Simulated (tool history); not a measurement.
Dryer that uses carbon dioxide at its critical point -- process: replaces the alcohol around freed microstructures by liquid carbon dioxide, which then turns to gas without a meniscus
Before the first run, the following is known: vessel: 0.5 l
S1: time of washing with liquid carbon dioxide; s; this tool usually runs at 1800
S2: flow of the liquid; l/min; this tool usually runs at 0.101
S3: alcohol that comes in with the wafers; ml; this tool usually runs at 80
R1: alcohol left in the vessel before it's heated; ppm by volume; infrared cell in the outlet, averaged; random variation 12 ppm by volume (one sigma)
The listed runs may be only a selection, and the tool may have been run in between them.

run   hour    S1     S2  S3   R1
  1      0  1800  0.101  80  836
  2    9.1  1800  0.101  25  276
  3   19.4  1800  0.101  25  274
  4   24.2  1800  0.101  25  279
  5   32.5  1800  0.101  25  280
  6   37.4  1800  0.107  25  201
  7   45.2  1800  0.107  25  214
  8   49.6  1800  0.107  25  212
  9   57.2  1800  0.107  38  311
 10   65.7  1800  0.107  38  313
 11   74.8  1800  0.107  38  318
 12   79.8  1800  0.107  38  332
 13   85.4  1800  0.107  38  334
 14   91.7  1500  0.107  38  794
 15   96.1  1860  0.107  33  244
 16  105.2  1620  0.097  23  545

Run 17, settings as shown, results not yet in. Your forecast:
 17  109.4  1620  0.097  23   ?

R1: 545 ppm by volume
Were there no unlogged condition in the tool, this run, its random variation unchanged, would have produced R1 455 ppm by volume.

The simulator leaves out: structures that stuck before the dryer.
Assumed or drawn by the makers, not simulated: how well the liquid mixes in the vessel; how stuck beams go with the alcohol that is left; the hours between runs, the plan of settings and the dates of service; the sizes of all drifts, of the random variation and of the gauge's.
